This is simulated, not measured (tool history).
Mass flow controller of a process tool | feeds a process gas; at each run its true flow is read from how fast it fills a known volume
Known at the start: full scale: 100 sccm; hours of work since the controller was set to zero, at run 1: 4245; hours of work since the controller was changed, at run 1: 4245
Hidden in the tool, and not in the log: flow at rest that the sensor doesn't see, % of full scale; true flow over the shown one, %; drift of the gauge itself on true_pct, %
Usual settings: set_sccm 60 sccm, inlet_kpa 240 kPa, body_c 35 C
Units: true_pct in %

| run | hour | set_sccm | inlet_kpa | body_c | hours of work since the controller was set to zero | hours of work since the controller was changed | true_pct |
|---|---|---|---|---|---|---|---|
| 1 | 0 | 60 | 240 | 35 | 4245 | 4245 | 96.2 |
| 2 | 281 | 25 | 240 | 35 | 4338 | 4338 | 93.31 |
| 3 | 603.2 | 77 | 240 | 35 | 4445 | 4445 | 96.89 |
| 4 | 882.4 | 77 | 240 | 35 | 4537 | 4537 | 96.72 |
| 5 | 1259.3 | 77 | 240 | 35 | 4662 | 4662 | 96.65 |
| 6 | 1538.8 | 60 | 240 | 35 | 4755 | 4755 | 95.74 |
| 7 | 1928.6 | 60 | 240 | 35 | 4884 | 4884 | 95.7 |
| 8 | 2301.7 | 60 | 240 | 35 | 5007 | 5007 | 95.53 |
| 9 | 2845.7 | 14 | 240 | 35 | 5188 | 5188 | 88.98 |
| 10 | 3292.9 | 14 | 240 | 35 | 5336 | 5336 | 88.92 |
|  | 3477.7 | controller's zero set anew |
| 11 | 3567.4 | 60 | 240 | 28 | 30 | 5427 | 96.25 |
| 12 | 3889.9 | 33 | 188 | 21 | 137 | 5533 | 94.23 |
| 13 | 4385 | 33 | 188 | 21 | 300 | 5697 | 94.14 |
| 14 | 4925.9 | 11 | 257 | 21 | 480 | 5876 | 93.24 |
| 15 | 5443.5 | 11 | 257 | 21 | 651 | 6048 | 92.8 |

Some steps in true_pct between neighbouring runs. How much of each would the tool show without its hidden state too (settings, what came in, random variation), and how much is left for the hidden state, with any gauge scatter that isn't in both results?
Run 10 -> 11: set_sccm 14 -> 60, body_c 35 -> 28, controller's zero set anew. true_pct +7.33 %: hidden state +6.57, all else +0.76.
